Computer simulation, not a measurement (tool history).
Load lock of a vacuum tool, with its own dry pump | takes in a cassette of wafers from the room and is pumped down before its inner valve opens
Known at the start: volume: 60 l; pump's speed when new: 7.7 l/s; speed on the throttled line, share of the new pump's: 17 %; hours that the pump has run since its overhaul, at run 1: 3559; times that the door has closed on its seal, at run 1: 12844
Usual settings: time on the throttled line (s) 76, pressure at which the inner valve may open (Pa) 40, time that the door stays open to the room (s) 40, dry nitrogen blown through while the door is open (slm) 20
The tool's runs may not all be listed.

run	day	time on the throttled line (s)	pressure at which the inner valve may open (Pa)	time that the door stays open to the room (s)	dry nitrogen blown through while the door is open (slm)	hours that the pump has run since its overhaul	times that the door has closed on its seal	incoming humidity of the room's air, %	time from the closed door until the inner valve may open (s)	rise of the pressure with all valves shut (Pa/min)
1	0.000	76	40	40	20	3559	12844	44.0	124.8	0.040
2	6.112	41	40	40	20	3706	13302	46.6	95.3	0.035
3	9.646	41	40	40	20	3791	13567	44.6	96.4	0.030
4	14.379	41	40	40	20	3904	13922	42.9	96.4	0.030
5	19.671	41	40	40	20	4031	14319	44.7	95.4	0.032
6	23.825	41	40	40	20	4131	14631	49.5	95.1	0.040
7	29.588	41	40	40	20	4269	15063	42.9	95.7	0.037
8	33.121	76	40	40	30	4354	15328	45.9	125.0	0.029
9	37.154	114	40	40	30	4451	15631	43.7	156.1	0.030
10	42.875	114	40	40	30	4588	16059	45.0	155.9	0.035
11	48.333	142	40	26	12	4719	16469	48.3	179.7	0.034
12	55.779	142	40	26	12	4898	17027	45.1	180.0	0.032
13	63.562	142	40	26	35	5085	17611	45.9	179.0	0.023
14	67.700	142	40	26	35	5184	17921	45.8	179.9	0.027
15	72.429	58	40	65	35	5297	18276	45.6	109.9	0.039
16	80.008	58	40	65	35	5479	18845	43.5	109.4	0.030
17	84.350	58	40	65	35	5584	19170	45.1	109.1	0.034

Forecast each of these 3 alternatives for the next run:
A	88.442	92	64	147	20	5682	19477	42.4	?	?
B	88.442	58	67	65	35	5682	19477	46.0	?	?
C	88.442	58	40	53	20	5682	19477	44.1	?	?

run	time from the closed door until the inner valve may open (s)	rise of the pressure with all valves shut (Pa/min)
A	133.9	0.048
B	105.9	0.036
C	109.4	0.034
Without the tool's hidden state the same runs would have given:
run	time from the closed door until the inner valve may open (s)	rise of the pressure with all valves shut (Pa/min)
A	133.8	0.048
B	105.9	0.036
C	109.4	0.034

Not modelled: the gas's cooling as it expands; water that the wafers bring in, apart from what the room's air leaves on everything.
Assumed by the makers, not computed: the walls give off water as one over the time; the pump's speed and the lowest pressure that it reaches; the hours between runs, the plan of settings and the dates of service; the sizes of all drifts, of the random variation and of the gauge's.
